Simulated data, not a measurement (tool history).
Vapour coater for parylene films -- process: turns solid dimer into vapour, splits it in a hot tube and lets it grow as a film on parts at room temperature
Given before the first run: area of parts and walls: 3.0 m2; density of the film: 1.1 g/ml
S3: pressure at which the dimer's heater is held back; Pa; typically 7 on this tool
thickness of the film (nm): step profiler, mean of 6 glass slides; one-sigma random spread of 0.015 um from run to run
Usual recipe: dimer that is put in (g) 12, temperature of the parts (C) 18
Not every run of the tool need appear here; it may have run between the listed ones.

Run 1, hour 0: usual settings. Result: thickness of the film (nm) 2170.
Run 2, hour 27.3: usual settings. Result: thickness of the film (nm) 2160.
Run 3, hour 61.1: usual settings. Result: thickness of the film (nm) 2220.
Run 4, hour 83.8: usual settings. Result: thickness of the film (nm) 2200.
Run 5, hour 120.6: usual settings. Result: thickness of the film (nm) 2180.
Run 6, hour 157.4: usual settings. Result: thickness of the film (nm) 2190.
Run 7, hour 176.3: usual settings. Result: thickness of the film (nm) 2190.
Run 8, hour 221.2: usual settings. Result: thickness of the film (nm) 2190.
Run 9, hour 242.4: usual settings. Result: thickness of the film (nm) 2200.
At hour 268.3: table's thermometer calibrated.
Run 10, hour 270.1: usual settings. Result: thickness of the film (nm) 2190.
Run 11, hour 295.6: usual settings. Result: thickness of the film (nm) 2150.
Run 12, hour 335.6: usual settings. Result: thickness of the film (nm) 2160.
Run 13, hour 358.8: usual settings. Result: thickness of the film (nm) 2150.
Run 14, hour 397.8: usual settings. Result: thickness of the film (nm) 2200.
Run 15, hour 418.7: usual settings but S3 2.94 Pa. Result: thickness of the film (nm) 2440.
Run 16, hour 448.8: usual settings but S3 6.9 Pa. Result: thickness of the film (nm) 2220.
At hour 456.5: trap's valve overhauled.
Run 17, hour 480.3: usual settings but S3 6.9 Pa. Result: thickness of the film (nm) 2220.
Run 18, hour 506.2: usual settings. Result: thickness of the film (nm) 2170.
Run 19, hour 533.6: usual settings but dimer that is put in (g) 6, temperature of the parts (C) 14, S3 6.66 Pa. Result: thickness of the film (nm) 1320.
Run 20, hour 563.6: usual settings but dimer that is put in (g) 19, temperature of the parts (C) 17, S3 11.03 Pa. Result: thickness of the film (nm) 3440.
Run 21, hour 586.9: usual settings but dimer that is put in (g) 11, temperature of the parts (C) 29. Result: thickness of the film (nm) 1250.
Run 22, hour 606.2: usual settings but dimer that is put in (g) 11, temperature of the parts (C) 29. Result: thickness of the film (nm) 1240.
Run 23, hour 639: usual settings but dimer that is put in (g) 11, temperature of the parts (C) 29. Result: thickness of the film (nm) 1240.
Run 24, hour 661: usual settings but dimer that is put in (g) 7, temperature of the parts (C) 22. Result: thickness of the film (nm) 1060.
Run 25, hour 683.6: usual settings but dimer that is put in (g) 5, temperature of the parts (C) 22, S3 4.61 Pa. Result: thickness of the film (nm) 810.
Run 26, hour 720.6: usual settings but temperature of the parts (C) 24. Result: thickness of the film (nm) 1680.
Run 27, hour 747.1: usual settings but temperature of the parts (C) 28. Result: thickness of the film (nm) 1420.
Run 28, hour 791.8: usual settings but temperature of the parts (C) 12, S3 10.64 Pa. Result: thickness of the film (nm) 2690.
Run 29, hour 833.5: usual settings but temperature of the parts (C) 27, S3 7.11 Pa. Result: thickness of the film (nm) 1470.
Run 30, hour 862.5: usual settings but dimer that is put in (g) 7. Result: thickness of the film (nm) 1270.
Run 31, hour 905.3: usual settings but dimer that is put in (g) 10, temperature of the parts (C) 11, S3 3.23 Pa. Result: thickness of the film (nm) 2700.
Run 32, hour 950.5: usual settings but dimer that is put in (g) 9, S3 8.54 Pa. Result: thickness of the film (nm) 1600.
Run 33, hour 975: usual settings but dimer that is put in (g) 10, temperature of the parts (C) 12, S3 2.39 Pa. Result: thickness of the film (nm) 2680.
Run 34, hour 1004.3: usual settings but dimer that is put in (g) 10, temperature of the parts (C) 12, S3 2.39 Pa. Result: thickness of the film (nm) 2680.
Run 35, hour 1030.1: usual settings but dimer that is put in (g) 10, temperature of the parts (C) 12, S3 2.39 Pa. Result: thickness of the film (nm) 2730.
Run 36, hour 1057.4: usual settings but dimer that is put in (g) 16, temperature of the parts (C) 12, S3 5.7 Pa. Result: thickness of the film (nm) 3900.

3 options for the next run, each taken on its own from the tool as it stands now. Forecast them:
At hour 1080.5: trap's valve overhauled.
Run A, hour 1105.5: usual settings but dimer that is put in (g) 7, S3 2.22 Pa. Result: thickness of the film (nm) ?.
At hour 1080.5: trap's valve overhauled.
Run B, hour 1105.5: usual settings but dimer that is put in (g) 16, temperature of the parts (C) 12, S3 4.87 Pa. Result: thickness of the film (nm) ?.
At hour 1080.5: trap's valve overhauled.
Run C, hour 1105.5: usual settings but dimer that is put in (g) 19, temperature of the parts (C) 24, S3 8.55 Pa. Result: thickness of the film (nm) ?.

run  thickness of the film (nm)
  A                        1470
  B                        3910
  C                        2630
Take away the tool's hidden state, keep each run's random variation, and the runs would have read:
run  thickness of the film (nm)
  A                        1470
  B                        3910
  C                        2630

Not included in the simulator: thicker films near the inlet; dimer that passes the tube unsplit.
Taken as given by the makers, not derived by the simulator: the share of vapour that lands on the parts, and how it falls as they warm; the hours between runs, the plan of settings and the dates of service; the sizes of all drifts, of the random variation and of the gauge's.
